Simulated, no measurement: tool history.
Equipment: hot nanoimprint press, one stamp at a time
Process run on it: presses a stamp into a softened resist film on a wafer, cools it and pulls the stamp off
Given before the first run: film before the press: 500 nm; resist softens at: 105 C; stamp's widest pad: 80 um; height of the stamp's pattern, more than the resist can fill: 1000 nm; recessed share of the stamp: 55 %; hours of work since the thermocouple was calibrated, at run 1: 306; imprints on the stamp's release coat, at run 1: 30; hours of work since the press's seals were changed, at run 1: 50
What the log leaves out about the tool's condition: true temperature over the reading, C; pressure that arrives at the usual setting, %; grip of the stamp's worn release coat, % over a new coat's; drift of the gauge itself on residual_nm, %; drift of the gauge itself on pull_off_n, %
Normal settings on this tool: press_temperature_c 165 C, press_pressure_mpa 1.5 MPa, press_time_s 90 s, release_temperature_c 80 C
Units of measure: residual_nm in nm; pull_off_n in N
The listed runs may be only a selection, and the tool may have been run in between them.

| run | hour | press_temperature_c | press_pressure_mpa | press_time_s | release_temperature_c | hours of work since the thermocouple was calibrated | imprints on the stamp's release coat | hours of work since the press's seals were changed | residual_nm | pull_off_n |
|---|---|---|---|---|---|---|---|---|---|---|
| 1 | 0 | 165 | 1.5 | 90 | 80 | 306 | 30 | 50 | 233.3 | 175 |
| 2 | 9.2 | 165 | 1.5 | 90 | 80 | 310 | 44 | 54 | 234.2 | 181 |
| 3 | 23.5 | 165 | 1.5 | 90 | 70 | 317 | 64 | 61 | 233.5 | 226 |
| 4 | 38.1 | 165 | 1.5 | 90 | 70 | 323 | 86 | 67 | 232.7 | 228 |
| 5 | 46.8 | 165 | 1.5 | 90 | 80 | 327 | 98 | 71 | 233.4 | 179 |
| 6 | 53.9 | 165 | 1.5 | 116 | 80 | 330 | 109 | 74 | 212.9 | 183 |
| 7 | 65 | 165 | 1.5 | 116 | 80 | 335 | 125 | 79 | 213.5 | 180 |
| 8 | 80.3 | 165 | 1.5 | 90 | 80 | 342 | 147 | 86 | 232.6 | 191 |
| 9 | 96.3 | 165 | 1.5 | 90 | 73 | 349 | 170 | 93 | 233.8 | 226 |
| 10 | 106.1 | 165 | 1.5 | 90 | 73 | 354 | 185 | 98 | 233.6 | 223 |
| 11 | 118.3 | 165 | 0.94 | 90 | 80 | 359 | 202 | 103 | 292.8 | 187 |
| 12 | 127.5 | 165 | 0.94 | 90 | 80 | 363 | 216 | 107 | 292.3 | 179 |
| 13 | 143.9 | 174 | 2.13 | 130 | 86 | 370 | 240 | 114 | 125.4 | 158 |
| 14 | 160.7 | 165 | 2.21 | 90 | 66 | 378 | 264 | 122 | 189.4 | 256 |
| 15 | 171.7 | 165 | 2.21 | 90 | 66 | 383 | 280 | 127 | 188.7 | 271 |
| 16 | 183.3 | 172 | 1.5 | 90 | 80 | 388 | 297 | 132 | 188.2 | 197 |
| 17 | 193.7 | 162 | 1.95 | 92 | 82 | 393 | 312 | 137 | 222.1 | 184 |
| 18 | 204.6 | 162 | 1.95 | 92 | 82 | 397 | 328 | 141 | 222 | 183 |
| 19 | 214.8 | 162 | 1.3 | 85 | 82 | 402 | 343 | 146 | 278.8 | 179 |
| 20 | 222 | 165 | 1.5 | 110 | 66 | 405 | 353 | 149 | 217.1 | 258 |

A few steps of residual_nm between consecutive runs. Split each: what settings, incoming material and random variation would produce without the hidden state, and what is left over for the hidden state, along with gauge scatter present in only one of the two compared results (measured, and without hidden state):
Run 12 -> 13: press_temperature_c 165 -> 174, press_pressure_mpa 0.94 -> 2.13, press_time_s 90 -> 130, release_temperature_c 80 -> 86. residual_nm -166.9 nm: hidden state +4.4, all else -171.3.
Run 13 -> 14: press_temperature_c 174 -> 165, press_pressure_mpa 2.13 -> 2.21, press_time_s 130 -> 90, release_temperature_c 86 -> 66. residual_nm +64 nm: hidden state -2.5, all else +66.5.
